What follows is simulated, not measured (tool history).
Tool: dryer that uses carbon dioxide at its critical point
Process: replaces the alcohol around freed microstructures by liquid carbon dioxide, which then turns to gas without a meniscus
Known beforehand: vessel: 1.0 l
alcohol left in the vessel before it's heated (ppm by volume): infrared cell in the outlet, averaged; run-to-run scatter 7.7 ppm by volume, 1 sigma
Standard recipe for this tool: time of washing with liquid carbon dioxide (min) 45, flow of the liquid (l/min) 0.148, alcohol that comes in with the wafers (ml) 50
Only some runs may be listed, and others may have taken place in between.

| run | hour | time of washing with liquid carbon dioxide (min) | flow of the liquid (l/min) | alcohol that comes in with the wafers (ml) | alcohol left in the vessel before it's heated (ppm by volume) |
|---|---|---|---|---|---|
| 1 | 0 | 45 | 0.148 | 50 | 587 |
| 2 | 12.6 | 45 | 0.148 | 50 | 574 |
| 3 | 17.9 | 45 | 0.148 | 50 | 578 |
| 4 | 27.3 | 45 | 0.148 | 50 | 599 |
| 5 | 35.4 | 45 | 0.148 | 50 | 585 |
| 6 | 45.2 | 45 | 0.252 | 50 | 42 |
| 7 | 52.6 | 45 | 0.252 | 50 | 39 |
| 8 | 62.4 | 45 | 0.252 | 50 | 38 |
| 9 | 73.1 | 45 | 0.252 | 50 | 32 |
| 10 | 78.3 | 45 | 0.148 | 34 | 414 |
| 11 | 90.6 | 45 | 0.148 | 34 | 417 |
| 12 | 100.2 | 45 | 0.148 | 105 | 1265 |
| 13 | 106.8 | 45 | 0.148 | 105 | 1260 |
| 14 | 115.6 | 45 | 0.148 | 50 | 600 |
| 15 | 123.6 | 45 | 0.148 | 35 | 451 |
|  | 132.5 | inlet filter changed |
| 16 | 132.7 | 45 | 0.148 | 35 | 285 |
| 17 | 140.8 | 45 | 0.148 | 35 | 289 |
| 18 | 153.4 | 45 | 0.148 | 35 | 296 |
| 19 | 158.6 | 45 | 0.144 | 50 | 463 |
| 20 | 170.3 | 45 | 0.144 | 50 | 460 |
| 21 | 177.7 | 45 | 0.128 | 50 | 782 |
| 22 | 189.9 | 45 | 0.128 | 50 | 778 |
| 23 | 200.1 | 45 | 0.128 | 50 | 778 |
| 24 | 211.9 | 45 | 0.148 | 27 | 240 |
| 25 | 220.1 | 45 | 0.148 | 27 | 237 |
| 26 | 226.4 | 45 | 0.148 | 27 | 233 |
| 27 | 234.7 | 45 | 0.101 | 35 | 1267 |
| 28 | 243.7 | 45 | 0.148 | 103 | 869 |
| 29 | 251.3 | 35 | 0.21 | 50 | 284 |
| 30 | 263.6 | 39 | 0.167 | 95 | 919 |
| 31 | 275 | 38 | 0.169 | 95 | 989 |
| 32 | 282.1 | 38 | 0.169 | 95 | 998 |
| 33 | 287.3 | 66 | 0.168 | 92 | 50 |
| 34 | 293.5 | 66 | 0.168 | 92 | 47 |
| 35 | 302.7 | 54 | 0.184 | 74 | 85 |
| 36 | 314.7 | 34 | 0.141 | 39 | 1268 |
| 37 | 321.6 | 34 | 0.141 | 39 | 1339 |
| 38 | 327.8 | 45 | 0.097 | 50 | 2109 |
| 39 | 338.9 | 61 | 0.148 | 50 | 103 |
| 40 | 346.9 | 34 | 0.148 | 56 | 1597 |
| 41 | 355.1 | 55 | 0.134 | 35 | 214 |
| 42 | 362.9 | 30 | 0.134 | 25 | 1444 |
| 43 | 370.2 | 33 | 0.217 | 50 | 348 |
| 44 | 380 | 38 | 0.126 | 94 | 3062 |
| 45 | 388.2 | 48 | 0.148 | 115 | 764 |
| 46 | 394.1 | 48 | 0.148 | 115 | 782 |
| 47 | 403.8 | 45 | 0.185 | 81 | 262 |

Below, some changes in alcohol left in the vessel before it's heated (ppm by volume) between adjacent runs. For each, the amount present without the hidden state too (settings, incoming material, random variation) and the amount remaining for the hidden state with gauge scatter not shared by both compared results:
The tool's hidden condition here consists of: flow that reaches the vessel past the clogged filter, %; alcohol in the recycled carbon dioxide, ppm; drift of the gauge itself on alcohol_ppm, %.
Run 11 -> 12: alcohol that comes in with the wafers (ml) 34 -> 105. alcohol left in the vessel before it's heated (ppm by volume) +848: hidden state +309, all else +539.
Run 13 -> 14: alcohol that comes in with the wafers (ml) 105 -> 50. alcohol left in the vessel before it's heated (ppm by volume) -660: hidden state -238, all else -422.
Run 38 -> 39: time of washing with liquid carbon dioxide (min) 45 -> 61, flow of the liquid (l/min) 0.097 -> 0.148. alcohol left in the vessel before it's heated (ppm by volume) -2006: hidden state -160, all else -1846.
Run 43 -> 44: time of washing with liquid carbon dioxide (min) 33 -> 38, flow of the liquid (l/min) 0.217 -> 0.126, alcohol that comes in with the wafers (ml) 50 -> 94. alcohol left in the vessel before it's heated (ppm by volume) +2714: hidden state +283, all else +2431.
Run 44 -> 45: time of washing with liquid carbon dioxide (min) 38 -> 48, flow of the liquid (l/min) 0.126 -> 0.148, alcohol that comes in with the wafers (ml) 94 -> 115. alcohol left in the vessel before it's heated (ppm by volume) -2298: hidden state -214, all else -2084.
